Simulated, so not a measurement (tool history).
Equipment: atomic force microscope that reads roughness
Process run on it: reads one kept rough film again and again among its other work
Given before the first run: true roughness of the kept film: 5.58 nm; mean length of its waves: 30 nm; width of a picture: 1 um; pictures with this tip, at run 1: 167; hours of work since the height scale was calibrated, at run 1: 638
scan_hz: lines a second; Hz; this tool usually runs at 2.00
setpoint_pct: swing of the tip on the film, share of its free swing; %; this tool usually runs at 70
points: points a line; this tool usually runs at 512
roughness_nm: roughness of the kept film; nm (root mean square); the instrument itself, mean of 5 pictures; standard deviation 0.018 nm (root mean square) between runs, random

run,hour,scan_hz,setpoint_pct,points,pictures with this tip,hours of work since the height scale was calibrated,roughness_nm
1,0.0,2.00,70,512,167,638,3.631
2,27.4,2.00,70,512,221,658,3.445
# hour 30.0: new tip fitted
3,45.3,2.00,64,512,30,671,4.373
4,74.2,2.00,64,512,88,692,4.114
5,101.1,2.00,64,512,142,712,3.860
6,127.0,2.00,64,512,193,730,3.632
7,139.3,2.00,64,512,218,740,3.561
# hour 143.2: new tip fitted
8,161.3,2.00,64,512,36,755,4.322
9,183.2,2.00,64,512,79,771,4.138
10,206.0,2.00,70,512,125,788,3.867
11,230.9,2.00,70,512,175,806,3.641
12,248.9,2.00,70,512,210,819,3.555
# hour 255.4: new tip fitted
13,276.0,1.76,70,512,41,839,4.322
14,294.8,1.76,70,512,79,853,4.155
15,309.0,2.00,70,512,107,863,3.972
# hour 312.6: height scale calibrated on a step standard
16,327.6,2.00,70,512,142,11,3.821
17,353.1,2.00,70,512,193,30,3.638
# hour 368.1: new tip fitted
18,368.2,2.00,70,512,0,40,4.543
19,387.6,2.00,70,512,39,55,4.320
20,406.4,1.23,75,273,77,68,4.130
21,420.1,2.00,64,512,104,78,4.072
22,445.6,2.00,64,512,155,97,3.824
23,464.4,2.37,69,532,192,111,3.589
# hour 479.9: new tip fitted
# hour 484.5: height scale calibrated on a step standard, once more
24,490.6,0.59,61,405,20,4,4.489
25,505.7,2.00,79,923,50,16,4.014
26,519.9,2.00,64,512,78,26,4.071
27,536.0,2.00,80,266,110,38,3.713
28,562.7,3.60,80,266,164,57,3.276
29,589.9,1.29,69,751,218,77,3.540
# hour 594.3: new tip fitted
30,614.4,3.41,63,589,40,95,4.235
31,626.3,3.41,63,589,63,104,4.073
32,643.6,3.41,63,589,98,116,3.974
33,655.8,3.41,63,589,122,125,3.854
34,671.4,2.00,81,335,153,137,3.548
35,692.1,1.48,82,512,195,152,3.522
# hour 707.4: new tip fitted
36,721.2,1.83,68,413,28,173,4.374

For some of the steps in roughness_nm from one run to the next: how much would appear even if the tool had no hidden state, given the settings, what came in and random variation, and how much remains for the hidden state plus any gauge scatter that the measured result and the result without hidden state don't share?
What the log doesn't record here: radius of the tip, nm; height scale over the true one, %; drift of the gauge itself on roughness_nm, %.
Run 2 -> 3: setpoint_pct 70 -> 64, new tip fitted. roughness_nm +0.928 nm (root mean square): hidden state +0.888, all else +0.040.
Run 7 -> 8: new tip fitted. roughness_nm +0.761 nm (root mean square): hidden state +0.805, all else -0.044.
Run 17 -> 18: new tip fitted. roughness_nm +0.905 nm (root mean square): hidden state +0.898, all else +0.007.
Run 23 -> 24: scan_hz 2.37 -> 0.59, setpoint_pct 69 -> 61, points 532 -> 405, new tip fitted, height scale calibrated on a step standard, once more. roughness_nm +0.900 nm (root mean square): hidden state +0.639, all else +0.261.

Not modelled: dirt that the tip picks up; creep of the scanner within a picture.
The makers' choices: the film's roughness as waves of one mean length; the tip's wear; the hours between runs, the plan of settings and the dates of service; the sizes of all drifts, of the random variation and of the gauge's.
